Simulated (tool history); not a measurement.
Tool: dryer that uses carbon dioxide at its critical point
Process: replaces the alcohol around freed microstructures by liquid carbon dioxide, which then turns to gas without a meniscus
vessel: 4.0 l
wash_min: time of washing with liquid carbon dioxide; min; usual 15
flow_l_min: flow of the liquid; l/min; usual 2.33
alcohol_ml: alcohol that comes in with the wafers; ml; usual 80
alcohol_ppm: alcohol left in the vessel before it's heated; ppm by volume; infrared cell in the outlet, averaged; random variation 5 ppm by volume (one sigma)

run 1 hour=0 | wash_min=15 flow_l_min=2.33 alcohol_ml=80 | alcohol_ppm=57
run 2 hour=12.9 | wash_min=15 flow_l_min=2.09 alcohol_ml=80 | alcohol_ppm=98
run 3 hour=31.4 | wash_min=15 flow_l_min=2.09 alcohol_ml=80 | alcohol_ppm=95
run 4 hour=52.7 | wash_min=15 flow_l_min=2.09 alcohol_ml=23 | alcohol_ppm=45
run 5 hour=72.2 | wash_min=15 flow_l_min=2.09 alcohol_ml=88 | alcohol_ppm=111
run 6 hour=89.1 | wash_min=15 flow_l_min=2.09 alcohol_ml=88 | alcohol_ppm=126
run 7 hour=100.2 | wash_min=15 flow_l_min=2.33 alcohol_ml=80 | alcohol_ppm=76
run 8 hour=113.1 | wash_min=15 flow_l_min=2.33 alcohol_ml=80 | alcohol_ppm=90
run 9 hour=135.6 | wash_min=11 flow_l_min=2.33 alcohol_ml=80 | alcohol_ppm=261
run 10 hour=146.7 | wash_min=11 flow_l_min=2.33 alcohol_ml=80 | alcohol_ppm=262
run 11 hour=162.8 | wash_min=11 flow_l_min=2.33 alcohol_ml=80 | alcohol_ppm=271
run 12 hour=176.8 | wash_min=11 flow_l_min=2.33 alcohol_ml=80 | alcohol_ppm=261
run 13 hour=199.3 | wash_min=11 flow_l_min=2.33 alcohol_ml=80 | alcohol_ppm=295
run 14 hour=214.5 | wash_min=15 flow_l_min=2.33 alcohol_ml=80 | alcohol_ppm=91
run 15 hour=228.1 | wash_min=15 flow_l_min=2.33 alcohol_ml=80 | alcohol_ppm=69
run 16 hour=237.7 | wash_min=15 flow_l_min=2.33 alcohol_ml=80 | alcohol_ppm=84
run 17 hour=253.8 | wash_min=15 flow_l_min=2.33 alcohol_ml=35 | alcohol_ppm=51
run 18 hour=274.9 | wash_min=15 flow_l_min=2.33 alcohol_ml=35 | alcohol_ppm=62
run 19 hour=287.2 | wash_min=15 flow_l_min=2.33 alcohol_ml=35 | alcohol_ppm=74
run 20 hour=305 | wash_min=15 flow_l_min=2.33 alcohol_ml=80 | alcohol_ppm=86
run 21 hour=316.5 | wash_min=17 flow_l_min=2.33 alcohol_ml=55 | alcohol_ppm=61
run 22 hour=326.4 | wash_min=13 flow_l_min=2.65 alcohol_ml=73 | alcohol_ppm=94
run 23 hour=338.8 | wash_min=18 flow_l_min=3.25 alcohol_ml=51 | alcohol_ppm=57
run 24 hour=354.5 | wash_min=23 flow_l_min=3.76 alcohol_ml=62 | alcohol_ppm=55
run 25 hour=368.2 | wash_min=10 flow_l_min=1.93 alcohol_ml=37 | alcohol_ppm=297
run 26 hour=383.5 | wash_min=15 flow_l_min=2.33 alcohol_ml=30 | alcohol_ppm=72
run 27 hour=393.8 | wash_min=10 flow_l_min=2.33 alcohol_ml=35 | alcohol_ppm=178
run 28 hour=411.8 | wash_min=10 flow_l_min=2.33 alcohol_ml=35 | alcohol_ppm=179
run 29 hour=426.4 | wash_min=9 flow_l_min=2.75 alcohol_ml=80 | alcohol_ppm=278
run 30 hour=440.7 | wash_min=20 flow_l_min=1.47 alcohol_ml=21 | alcohol_ppm=77
run 31 hour=455.7 | wash_min=15 flow_l_min=1.47 alcohol_ml=32 | alcohol_ppm=200
run 32 hour=469.2 | wash_min=15 flow_l_min=2.12 alcohol_ml=68 | alcohol_ppm=124
run 33 hour=479.9 | wash_min=21 flow_l_min=1.83 alcohol_ml=34 | alcohol_ppm=80
run 34 hour=498.9 | wash_min=22 flow_l_min=3.58 alcohol_ml=27 | alcohol_ppm=71
run 35 hour=517.7 | wash_min=22 flow_l_min=2.33 alcohol_ml=80 | alcohol_ppm=83
run 36 hour=533.2 | wash_min=18 flow_l_min=1.64 alcohol_ml=56 | alcohol_ppm=132
run 37 hour=550.6 | wash_min=15 flow_l_min=2.33 alcohol_ml=76 | alcohol_ppm=112
run 38 hour=566.5 | wash_min=11 flow_l_min=3.65 alcohol_ml=39 | alcohol_ppm=95
run 39 hour=585.5 | wash_min=15 flow_l_min=3.65 alcohol_ml=74 | alcohol_ppm=88

Taken out of this log: 1 entry between the listed runs. Where each belongs, and how the hidden state differs across it:
Between runs 14 and 15: inlet filter changed (hour 219.4)
  flow that reaches the vessel past the clogged filter, %: 90.1 -> 99.2; alcohol in the recycled carbon dioxide, ppm: 42.7 -> 44.1
  measured less the result without the state, alcohol_ppm: +62 -> +41 ppm by volume

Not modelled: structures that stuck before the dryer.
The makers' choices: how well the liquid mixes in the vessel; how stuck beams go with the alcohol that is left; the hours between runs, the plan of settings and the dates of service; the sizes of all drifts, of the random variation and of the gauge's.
